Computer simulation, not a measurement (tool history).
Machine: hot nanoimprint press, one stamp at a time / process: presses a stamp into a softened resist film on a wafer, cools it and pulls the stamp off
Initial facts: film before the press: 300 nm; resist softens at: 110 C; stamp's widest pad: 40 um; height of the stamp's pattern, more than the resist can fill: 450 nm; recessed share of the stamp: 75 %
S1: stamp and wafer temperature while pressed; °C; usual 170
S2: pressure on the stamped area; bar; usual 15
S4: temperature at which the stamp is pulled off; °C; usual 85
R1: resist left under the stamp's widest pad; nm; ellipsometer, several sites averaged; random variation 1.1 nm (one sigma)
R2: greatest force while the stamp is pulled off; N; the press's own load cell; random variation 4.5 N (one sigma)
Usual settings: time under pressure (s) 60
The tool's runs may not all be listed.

{"run": 1, "hour": 0.0, "S1": 170, "S2": 15, "time under pressure (s)": 60, "S4": 85, "R1": 157.2, "R2": 297}
{"run": 2, "hour": 5.2, "S1": 170, "S2": 15, "time under pressure (s)": 60, "S4": 85, "R1": 157.5, "R2": 308}
{"run": 3, "hour": 10.2, "S1": 170, "S2": 15, "time under pressure (s)": 60, "S4": 85, "R1": 157.9, "R2": 311}
{"run": 4, "hour": 18.7, "S1": 170, "S2": 15, "time under pressure (s)": 60, "S4": 85, "R1": 158.6, "R2": 294}
{"run": 5, "hour": 23.7, "S1": 159, "S2": 15, "time under pressure (s)": 60, "S4": 85, "R1": 217.8, "R2": 310}
{"run": 6, "hour": 32.2, "S1": 163, "S2": 15, "time under pressure (s)": 60, "S4": 85, "R1": 197, "R2": 301}
{"hour": 44.1, "done": "stamp cleaned and given a new release coat"}
{"run": 7, "hour": 49.2, "S1": 163, "S2": 15, "time under pressure (s)": 60, "S4": 85, "R1": 196.9, "R2": 220}
{"run": 8, "hour": 56.2, "S1": 163, "S2": 15, "time under pressure (s)": 60, "S4": 85, "R1": 196.4, "R2": 225}
{"run": 9, "hour": 60.7, "S1": 170, "S2": 15, "time under pressure (s)": 60, "S4": 85, "R1": 157.7, "R2": 227}
{"run": 10, "hour": 70.2, "S1": 170, "S2": 15, "time under pressure (s)": 60, "S4": 84, "R1": 155.6, "R2": 246}
{"run": 11, "hour": 80.5, "S1": 170, "S2": 21.4, "time under pressure (s)": 60, "S4": 85, "R1": 135.4, "R2": 239}
{"run": 12, "hour": 85.2, "S1": 170, "S2": 21.4, "time under pressure (s)": 60, "S4": 85, "R1": 135.2, "R2": 235}
{"run": 13, "hour": 94.5, "S1": 170, "S2": 21.4, "time under pressure (s)": 60, "S4": 85, "R1": 133.9, "R2": 239}
{"hour": 98.1, "done": "plate thermocouple calibrated"}
{"run": 14, "hour": 106.6, "S1": 170, "S2": 12.4, "time under pressure (s)": 60, "S4": 85, "R1": 172.3, "R2": 244}
{"run": 15, "hour": 114.5, "S1": 168, "S2": 15, "time under pressure (s)": 60, "S4": 85, "R1": 171.1, "R2": 243}
{"run": 16, "hour": 125.5, "S1": 170, "S2": 15, "time under pressure (s)": 57, "S4": 74, "R1": 161.8, "R2": 306}
{"run": 17, "hour": 136.4, "S1": 170, "S2": 15, "time under pressure (s)": 90, "S4": 80, "R1": 139.6, "R2": 276}
{"run": 18, "hour": 141.3, "S1": 170, "S2": 15, "time under pressure (s)": 90, "S4": 80, "R1": 139, "R2": 287}
{"run": 19, "hour": 149.3, "S1": 170, "S2": 15, "time under pressure (s)": 90, "S4": 80, "R1": 139.5, "R2": 281}
{"run": 20, "hour": 158.3, "S1": 170, "S2": 13, "time under pressure (s)": 90, "S4": 91, "R1": 148.7, "R2": 212}
{"hour": 168.1, "done": "plate thermocouple calibrated, once more"}
{"run": 21, "hour": 170.9, "S1": 158, "S2": 9.8, "time under pressure (s)": 51, "S4": 91, "R1": 255.2, "R2": 211}
{"run": 22, "hour": 181.5, "S1": 158, "S2": 9.8, "time under pressure (s)": 51, "S4": 91, "R1": 253.8, "R2": 215}
{"run": 23, "hour": 190.7, "S1": 158, "S2": 9.8, "time under pressure (s)": 51, "S4": 91, "R1": 258.1, "R2": 219}
{"run": 24, "hour": 198.9, "S1": 158, "S2": 16.8, "time under pressure (s)": 51, "S4": 91, "R1": 227.8, "R2": 216}
{"run": 25, "hour": 204.5, "S1": 158, "S2": 22.8, "time under pressure (s)": 66, "S4": 80, "R1": 192.7, "R2": 298}
{"run": 26, "hour": 211.1, "S1": 158, "S2": 22.8, "time under pressure (s)": 66, "S4": 82, "R1": 193.4, "R2": 291}
{"run": 27, "hour": 219.7, "S1": 158, "S2": 22.8, "time under pressure (s)": 66, "S4": 82, "R1": 192.4, "R2": 278}
{"run": 28, "hour": 226.4, "S1": 166, "S2": 11.7, "time under pressure (s)": 66, "S4": 82, "R1": 192.8, "R2": 280}
{"run": 29, "hour": 233.6, "S1": 166, "S2": 11.7, "time under pressure (s)": 66, "S4": 82, "R1": 192.5, "R2": 293}
{"run": 30, "hour": 244.1, "S1": 170, "S2": 15, "time under pressure (s)": 60, "S4": 74, "R1": 156, "R2": 362}

Consider 4 possible next runs. They are alternatives, not a sequence: every one starts from the tool as it was left by run 30. What does each give?
{"run": "A", "hour": 248.6, "S1": 178, "S2": 14.7, "time under pressure (s)": 35, "S4": 74, "R1": "?", "R2": "?"}
{"run": "B", "hour": 248.6, "S1": 170, "S2": 13.5, "time under pressure (s)": 60, "S4": 81, "R1": "?", "R2": "?"}
{"run": "C", "hour": 248.6, "S1": 171, "S2": 15, "time under pressure (s)": 60, "S4": 74, "R1": "?", "R2": "?"}
{"run": "D", "hour": 248.6, "S1": 159, "S2": 15, "time under pressure (s)": 60, "S4": 74, "R1": "?", "R2": "?"}

run=A R1=148 R2=361
run=B R1=164.6 R2=297
run=C R1=153.5 R2=359
run=D R1=219.2 R2=360
Without the tool's hidden state the same runs would have given:
run=A R1=144.8 R2=281
run=B R1=161.3 R2=232
run=C R1=150 R2=280
run=D R1=215.6 R2=281
